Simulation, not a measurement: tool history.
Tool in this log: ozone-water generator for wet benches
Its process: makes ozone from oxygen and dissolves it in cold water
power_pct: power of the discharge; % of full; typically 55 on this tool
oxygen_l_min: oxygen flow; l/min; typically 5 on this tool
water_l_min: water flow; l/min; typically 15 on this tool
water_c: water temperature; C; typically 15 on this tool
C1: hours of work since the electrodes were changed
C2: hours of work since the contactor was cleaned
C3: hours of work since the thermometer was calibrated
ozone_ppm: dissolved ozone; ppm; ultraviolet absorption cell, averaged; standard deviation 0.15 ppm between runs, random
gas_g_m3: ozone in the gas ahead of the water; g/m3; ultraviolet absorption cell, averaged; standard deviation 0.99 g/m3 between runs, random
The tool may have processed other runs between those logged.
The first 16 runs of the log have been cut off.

run 17 hour=1017.7 | power_pct=55 oxygen_l_min=5 water_l_min=22 water_c=15 | C1=3576 C2=1830 C3=374 | ozone_ppm=10 gas_g_m3=145.4
run 18 hour=1105.8 | power_pct=64 oxygen_l_min=4.29 water_l_min=13 water_c=11 | C1=3641 C2=1895 C3=439 | ozone_ppm=20 gas_g_m3=175.4
run 19 hour=1191.4 | power_pct=46 oxygen_l_min=4.29 water_l_min=23 water_c=11 | C1=3705 C2=1959 C3=503 | ozone_ppm=8.3 gas_g_m3=135.4
run 20 hour=1239.4 | power_pct=74 oxygen_l_min=3.33 water_l_min=15 water_c=15 | C1=3740 C2=1994 C3=538 | ozone_ppm=18.1 gas_g_m3=224.3
run 21 hour=1277.9 | power_pct=55 oxygen_l_min=4.72 water_l_min=15 water_c=21 | C1=3769 C2=2023 C3=567 | ozone_ppm=13.4 gas_g_m3=149.9
run 22 hour=1358.8 | power_pct=55 oxygen_l_min=5.4 water_l_min=15 water_c=21 | C1=3829 C2=2083 C3=627 | ozone_ppm=13.2 gas_g_m3=138.4
run 23 hour=1450.5 | power_pct=55 oxygen_l_min=5.63 water_l_min=9 water_c=11 | C1=3897 C2=2151 C3=695 | ozone_ppm=23.9 gas_g_m3=135
run 24 hour=1497 | power_pct=55 oxygen_l_min=5.63 water_l_min=9 water_c=11 | C1=3931 C2=2185 C3=729 | ozone_ppm=23.8 gas_g_m3=134.9
run 25 hour=1539 | power_pct=55 oxygen_l_min=5.63 water_l_min=9 water_c=11 | C1=3962 C2=2216 C3=761 | ozone_ppm=23.7 gas_g_m3=134.7
run 26 hour=1588.5 | power_pct=93 oxygen_l_min=2.78 water_l_min=11 water_c=15 | C1=3999 C2=2253 C3=797 | ozone_ppm=28 gas_g_m3=285.6
run 27 hour=1635.9 | power_pct=81 oxygen_l_min=8.03 water_l_min=22 water_c=8 | C1=4034 C2=2288 C3=832 | ozone_ppm=15 gas_g_m3=151.2
run 28 hour=1708.9 | power_pct=59 oxygen_l_min=6.56 water_l_min=18 water_c=12 | C1=4089 C2=2343 C3=887 | ozone_ppm=13.6 gas_g_m3=130.7
run 29 hour=1800.9 | power_pct=55 oxygen_l_min=4.91 water_l_min=9 water_c=15 | C1=4157 C2=2411 C3=955 | ozone_ppm=21.8 gas_g_m3=143
run 30 hour=1856.3 | power_pct=55 oxygen_l_min=4.91 water_l_min=9 water_c=15 | C1=4198 C2=2452 C3=996 | ozone_ppm=21.9 gas_g_m3=142.6
run 31 hour=1934.4 | power_pct=55 oxygen_l_min=4.91 water_l_min=9 water_c=15 | C1=4256 C2=2510 C3=1054 | ozone_ppm=22 gas_g_m3=143.5
run 32 hour=2008 | power_pct=55 oxygen_l_min=4.91 water_l_min=10 water_c=14 | C1=4311 C2=2565 C3=1109 | ozone_ppm=20.5 gas_g_m3=143.9
run 33 hour=2053.6 | power_pct=55 oxygen_l_min=8.82 water_l_min=12 water_c=15 | C1=4344 C2=2598 C3=1143 | ozone_ppm=16.4 gas_g_m3=107
run 34 hour=2129.5 | power_pct=100 oxygen_l_min=5 water_l_min=15 water_c=10 | C1=4401 C2=2655 C3=1199 | ozone_ppm=23.8 gas_g_m3=218.3

Below are 3 alternative next runs, each starting from the tool's condition after run 34. Predict each:
run A hour=2185.6 | power_pct=61 oxygen_l_min=5 water_l_min=13 water_c=16 | C1=4442 C2=2696 C3=1240 | ozone_ppm=? gas_g_m3=?
run B hour=2185.6 | power_pct=100 oxygen_l_min=5 water_l_min=15 water_c=21 | C1=4442 C2=2696 C3=1240 | ozone_ppm=? gas_g_m3=?
run C hour=2185.6 | power_pct=100 oxygen_l_min=5 water_l_min=15 water_c=11 | C1=4442 C2=2696 C3=1240 | ozone_ppm=? gas_g_m3=?

run=A ozone_ppm=17.1 gas_g_m3=149.7
run=B ozone_ppm=19.6 gas_g_m3=217.1
run=C ozone_ppm=23.5 gas_g_m3=216
Without the tool's hidden state the same runs would have given:
run=A ozone_ppm=22.3 gas_g_m3=186.3
run=B ozone_ppm=28.5 gas_g_m3=299.1
run=C ozone_ppm=33.9 gas_g_m3=297.8

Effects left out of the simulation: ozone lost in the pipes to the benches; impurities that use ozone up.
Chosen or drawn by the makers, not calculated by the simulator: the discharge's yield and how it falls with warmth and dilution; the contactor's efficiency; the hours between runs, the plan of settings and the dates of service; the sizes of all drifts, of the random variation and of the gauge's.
